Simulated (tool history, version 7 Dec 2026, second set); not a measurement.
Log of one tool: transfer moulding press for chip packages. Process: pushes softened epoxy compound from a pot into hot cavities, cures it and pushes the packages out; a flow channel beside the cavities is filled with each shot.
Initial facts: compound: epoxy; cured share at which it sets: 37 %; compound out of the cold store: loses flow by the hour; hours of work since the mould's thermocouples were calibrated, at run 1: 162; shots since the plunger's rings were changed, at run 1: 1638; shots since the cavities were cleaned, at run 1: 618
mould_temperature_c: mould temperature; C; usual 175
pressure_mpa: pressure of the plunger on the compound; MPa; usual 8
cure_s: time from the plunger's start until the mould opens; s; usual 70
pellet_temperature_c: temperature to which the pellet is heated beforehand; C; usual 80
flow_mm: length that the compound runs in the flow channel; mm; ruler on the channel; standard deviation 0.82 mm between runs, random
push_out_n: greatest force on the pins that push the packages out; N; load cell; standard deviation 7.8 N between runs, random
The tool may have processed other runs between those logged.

run	day	mould_temperature_c	pressure_mpa	cure_s	pellet_temperature_c	hours of work since the mould's thermocouples were calibrated	shots since the plunger's rings were changed	shots since the cavities were cleaned	incoming compound's hours out of the cold store	flow_mm	push_out_n
1	0	175	8	70	80	162	1638	618	27.7	590.7	437
# day 0.246: cavities cleaned with cleaning compound and waxed
2	2.021	175	8	70	80	190	2372	665	21.1	607.6	436
# day 2.342: cavities cleaned with cleaning compound and waxed
# day 3.525: plunger's sealing rings changed
# day 4.604: cavities cleaned with cleaning compound and waxed
3	5.071	175	8	70	80	231	555	174	47.9	540.8	365
# day 6.646: cavities cleaned with cleaning compound and waxed
4	7.804	175	8	70	80	270	1555	434	40	557.7	380
# day 8.829: cavities cleaned with cleaning compound and waxed
# day 10.883: cavities cleaned with cleaning compound and waxed
# day 11.625: plunger's sealing rings changed
5	12.088	175	8	70	80	328	174	413	44.7	551.6	385
# day 12.992: cavities cleaned with cleaning compound and waxed
# day 13.696: mould's thermocouples calibrated
6	13.892	175	8	70	80	3	795	306	40	561.1	394
# day 15.096: cavities cleaned with cleaning compound and waxed
# day 16.996: cavities cleaned with cleaning compound and waxed
7	18.038	175	8	70	86	61	2301	390	27.3	589.7	389
# day 18.908: cavities cleaned with cleaning compound and waxed
# day 19.575: plunger's sealing rings changed
# day 20.933: cavities cleaned with cleaning compound and waxed
8	21.842	175	8	70	73	113	826	342	17.1	627.3	424
# day 22.946: cavities cleaned with cleaning compound and waxed
# day 24.979: cavities cleaned with cleaning compound and waxed
9	25.15	175	8	68	80	159	2017	63	24.9	599.4	372
# day 26.95: cavities cleaned with cleaning compound and waxed
# day 27.633: plunger's sealing rings changed
10	28.521	175	8	51	80	205	333	550	46.2	544.7	790
# day 29.054: cavities cleaned with cleaning compound and waxed
# day 30.938: cavities cleaned with cleaning compound and waxed
11	32.488	178	8	75	78	261	1771	579	35.2	559.2	373
# day 32.888: cavities cleaned with cleaning compound and waxed
# day 34.858: cavities cleaned with cleaning compound and waxed
# day 35.608: plunger's sealing rings changed
12	36.508	175	8.55	70	80	316	337	578	16.5	652.3	437
# day 36.9: cavities cleaned with cleaning compound and waxed
# day 38.979: mould's thermocouples calibrated
# day 39.042: cavities cleaned with cleaning compound and waxed
13	40.612	171	8.55	65	80	23	1797	588	39	589.9	569
# day 40.933: cavities cleaned with cleaning compound and waxed
# day 42.862: cavities cleaned with cleaning compound and waxed
# day 43.596: plunger's sealing rings changed
14	43.954	175	8	70	83	68	134	370	41.4	559.3	384
# day 45.008: cavities cleaned with cleaning compound and waxed
15	46.2	175	6.85	95	88	99	952	447	42.9	509.1	334

Run 16 is up next; what results do you expect?
# day 47.129: cavities cleaned with cleaning compound and waxed
# day 49.058: cavities cleaned with cleaning compound and waxed
16	49.767	175	6.85	95	88	149	2241	266	27.2	?	?

{"run 16": {"flow_mm": 543.9, "push_out_n": 330}}
With the hidden condition absent and the run-to-run variation left alone, this run would have shown flow_mm 553.4 mm, push_out_n 291 N.

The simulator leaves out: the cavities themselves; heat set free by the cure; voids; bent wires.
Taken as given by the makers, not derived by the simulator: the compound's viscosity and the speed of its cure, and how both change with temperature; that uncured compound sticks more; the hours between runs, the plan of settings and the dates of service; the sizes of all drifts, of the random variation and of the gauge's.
